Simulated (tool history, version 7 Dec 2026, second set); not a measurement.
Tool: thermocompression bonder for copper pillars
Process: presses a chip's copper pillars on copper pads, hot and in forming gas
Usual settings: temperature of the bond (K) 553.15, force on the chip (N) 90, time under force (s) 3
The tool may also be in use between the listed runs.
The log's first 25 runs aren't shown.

| run | hour | temperature of the bond (K) | force on the chip (N) | time under force (s) | hours of work since the heater was calibrated | hours of work since the force cell was calibrated | hours of work since the gas filter was changed | force that shears a chip off (N) |
|---|---|---|---|---|---|---|---|---|
| 26 | 219.2 | 566.15 | 66 | 2 | 647 | 358 | 333 | 39.4 |
| 27 | 227.6 | 547.15 | 87 | 6 | 653 | 365 | 340 | 55.7 |
| 28 | 234.8 | 567.15 | 75 | 3 | 659 | 370 | 345 | 48.1 |
| 29 | 239.9 | 555.15 | 90 | 8 | 663 | 375 | 349 | 62.5 |
|  | 241.3 | forming gas filter changed |
| 30 | 248.4 | 555.15 | 90 | 8 | 669 | 381 | 6 | 70.2 |
| 31 | 253.8 | 553.15 | 82 | 3 | 674 | 385 | 10 | 51.5 |
| 32 | 262.5 | 541.15 | 90 | 3 | 681 | 392 | 17 | 49 |
| 33 | 270.9 | 541.15 | 90 | 3 | 687 | 399 | 24 | 49.2 |
| 34 | 279.9 | 578.15 | 90 | 2 | 694 | 406 | 31 | 55.9 |
| 35 | 285.2 | 578.15 | 90 | 2 | 699 | 410 | 35 | 55.8 |
| 36 | 295.3 | 553.15 | 76 | 3 | 707 | 418 | 43 | 48.2 |
| 37 | 300.6 | 553.15 | 85 | 3 | 711 | 422 | 47 | 50.8 |
| 38 | 310.2 | 553.15 | 85 | 3 | 718 | 430 | 55 | 50.7 |
| 39 | 317.7 | 551.15 | 90 | 3 | 724 | 436 | 61 | 52 |
| 40 | 326.4 | 551.15 | 90 | 3 | 731 | 443 | 68 | 51.9 |

Forecast each of these 3 alternatives for the next run:
| A | 335.6 | 551.15 | 99 | 5 | 739 | 450 | 75 | ? |
| B | 335.6 | 572.15 | 90 | 5 | 739 | 450 | 75 | ? |
| C | 335.6 | 553.15 | 88 | 3 | 739 | 450 | 75 | ? |

| run | force that shears a chip off (N) |
|---|---|
| A | 62 |
| B | 67.8 |
| C | 51.3 |
Without the tool's hidden state the same runs would have given:
| run | force that shears a chip off (N) |
|---|---|
| A | 61.7 |
| B | 68 |
| C | 50.7 |
